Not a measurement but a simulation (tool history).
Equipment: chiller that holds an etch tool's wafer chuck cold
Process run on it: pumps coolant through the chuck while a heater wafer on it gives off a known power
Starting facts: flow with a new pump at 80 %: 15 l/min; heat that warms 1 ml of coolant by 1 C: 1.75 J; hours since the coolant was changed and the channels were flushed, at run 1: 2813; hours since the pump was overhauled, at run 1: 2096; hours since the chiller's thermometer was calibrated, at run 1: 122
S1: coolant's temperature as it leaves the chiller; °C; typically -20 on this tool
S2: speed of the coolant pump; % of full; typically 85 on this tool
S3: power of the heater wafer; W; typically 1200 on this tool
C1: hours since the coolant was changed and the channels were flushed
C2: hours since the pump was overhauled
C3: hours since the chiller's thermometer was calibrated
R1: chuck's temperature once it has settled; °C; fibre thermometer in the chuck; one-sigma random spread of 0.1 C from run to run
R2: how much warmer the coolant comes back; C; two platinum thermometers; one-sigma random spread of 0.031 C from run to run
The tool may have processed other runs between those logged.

run   hour   S1  S2    S3    C1    C2   C3     R1    R2
  1      0  -20  85  1200  2813  2096  122  -11.2  2.72
  2   26.9  -20  85  1200  2840  2123  148  -11.1  2.77
  3   60.6  -20  85  1200  2873  2157  182  -11.1  2.74
  4   97.8  -20  85  1200  2910  2194  219  -11.1  2.79
  5    135  -20  85  1200  2948  2231  257  -11.2  2.73
  6  173.2  -20  85  1200  2986  2269  295  -10.9   2.8
  7  211.8  -20  68  1200  3024  2308  333   -9.2  3.47
  8  241.9  -20  68  1200  3054  2338  363   -9.1  3.52
  9  287.3  -20  68  1200  3100  2383  409   -9.1  3.43
 10  309.3  -15  85  1200  3122  2405  431   -5.9  2.72
 11  336.3  -26  81  1231  3149  2432  458  -16.5  2.98
 12  361.8  -15  85  1200  3174  2458  483     -6  2.83
 13  409.4  -15  60  1200  3222  2505  531   -2.7   3.9
 14  446.5  -23  85  1532  3259  2542  568  -11.5  3.59
 15  494.9  -23  66  1532  3307  2591  616   -8.5  4.59
 16  536.5  -21  79   774  3349  2633  658  -14.8  1.93
 17  574.7  -21  67   774  3387  2671  696  -13.7  2.27
 18  626.6  -21  67  1118  3439  2723  748  -10.6  3.27
 19  650.6  -21  67  1118  3463  2747  772  -10.6  3.31

What if the next run were any one of these 5? Each begins from the tool's condition after run 19:
  A   675  -20  92   627  3488  2771  797   ?   ?
  B   675  -22  85  1200  3488  2771  797   ?   ?
  C   675  -21  67   617  3488  2771  797   ?   ?
  D   675  -21  85  1222  3488  2771  797   ?   ?
  E   675  -28  79  1118  3488  2771  797   ?   ?

run     R1    R2
  A  -15.6  1.35
  B  -12.9  2.81
  C    -15  1.85
  D  -11.6  2.83
  E    -19  2.81
Stripped of hidden state, with their random variation kept, the same runs would have yielded:
run     R1    R2
  A  -16.4  1.24
  B  -14.6  2.58
  C  -16.1   1.7
  D  -13.4  2.61
  E  -20.7  2.59

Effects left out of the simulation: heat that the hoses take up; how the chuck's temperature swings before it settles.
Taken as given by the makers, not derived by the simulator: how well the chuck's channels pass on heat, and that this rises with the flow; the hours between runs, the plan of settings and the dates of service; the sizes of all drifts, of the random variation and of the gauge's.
